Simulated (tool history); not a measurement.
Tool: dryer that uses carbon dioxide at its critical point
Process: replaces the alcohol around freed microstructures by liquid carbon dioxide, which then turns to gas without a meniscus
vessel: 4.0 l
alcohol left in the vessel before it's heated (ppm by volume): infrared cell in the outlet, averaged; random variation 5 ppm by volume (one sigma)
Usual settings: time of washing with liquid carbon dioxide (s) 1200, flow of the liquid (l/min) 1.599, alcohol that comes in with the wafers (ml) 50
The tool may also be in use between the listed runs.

run   hour  time of washing with liquid carbon dioxide (s)  flow of the liquid (l/min)  alcohol that comes in with the wafers (ml)  alcohol left in the vessel before it's heated (ppm by volume)
  1    0.0                                            1200                       1.599                                          50                                                             91
  2   11.9                                            1200                       1.599                                          50                                                             95
  3   29.9                                            1560                       1.599                                          50                                                             66
  4   45.2                                            1560                       1.599                                          50                                                             62
  5   66.8                                            1560                       1.599                                          50                                                             70
  6   84.5                                            1560                       1.599                                          50                                                             76
  7   94.7                                            1200                       1.599                                          50                                                            101
  8  110.0                                            1200                       0.960                                          50                                                            559
  9  127.4                                            1200                       0.960                                          50                                                            559
 10  144.6                                            1200                       1.599                                          66                                                            125
 11  163.8                                            1200                       1.599                                          66                                                            125
 12  179.9                                            1200                       1.210                                          66                                                            353
 13  197.4                                            1020                       1.599                                          50                                                            182
 14  218.0                                            1020                       1.599                                          50                                                            179
 15  238.6                                            1020                       1.599                                          50                                                            191
 16  251.8                                            1020                       1.599                                          50                                                            193
 17  271.9                                            1020                       1.599                                          50                                                            197
 18  289.4                                            1200                       1.599                                          50                                                            136
 19  298.7                                            1200                       1.599                                          50                                                            132
 20  311.7                                            1200                       1.599                                          50                                                            126
 21  333.2                                            1200                       1.599                                          50                                                            136
 22  353.4                                            1200                       1.599                                          50                                                            145
 23  376.2                                            1200                       1.599                                          50                                                            139
 24  391.8                                            1200                       1.599                                          50                                                            147
 25  405.6                                            1260                       1.610                                          50                                                            130
 26  422.9                                            1200                       1.370                                          29                                                            163
     429.8  -- inlet filter changed
 27  445.9                                            1140                       1.110                                          96                                                            519
 28  460.0                                            1380                       1.880                                          57                                                            107
 29  471.1                                            1560                       1.070                                          31                                                            148
 30  492.6                                             840                       2.230                                          51                                                            118
 31  511.5                                            1200                       1.310                                          50                                                            191
 32  525.6                                            1440                       1.770                                          30                                                            106
 33  542.3                                            1080                       1.090                                          57                                                            453
 34  559.1                                            1860                       2.140                                          38                                                            106
 35  570.5                                            1200                       1.599                                          49                                                            141
 36  590.1                                             780                       1.500                                          49                                                            390
 37  606.9                                             780                       1.500                                          49                                                            397
 38  621.0                                            1560                       2.240                                          50                                                            123
 39  637.6                                            1560                       2.240                                          50                                                            120
 40  655.2                                            1740                       1.810                                          50                                                            126
 41  668.4                                             900                       1.840                                         115                                                            251
 42  683.8                                             900                       1.840                                         115                                                            256
 43  697.8                                             900                       1.840                                         115                                                            256
 44  712.5                                            1080                       1.680                                          50                                                            172
 45  727.9                                            1140                       1.410                                          41                                                            197
 46  742.5                                            1140                       1.410                                          64                                                            221
 47  755.1                                            1140                       1.410                                          64                                                            231

3 ways to go on from here, each from the tool as it stands after run 47. What would each give?
  A  764.5                                            1200                       1.030                                          50                                                              ?
  B  764.5                                            1140                       2.060                                          26                                                              ?
  C  764.5                                            1200                       1.599                                          47                                                              ?

run  alcohol left in the vessel before it's heated (ppm by volume)
  A                                                            417
  B                                                            131
  C                                                            158
Without the tool's hidden state the same runs would have given:
run  alcohol left in the vessel before it's heated (ppm by volume)
  A                                                            254
  B                                                              1
  C                                                             22
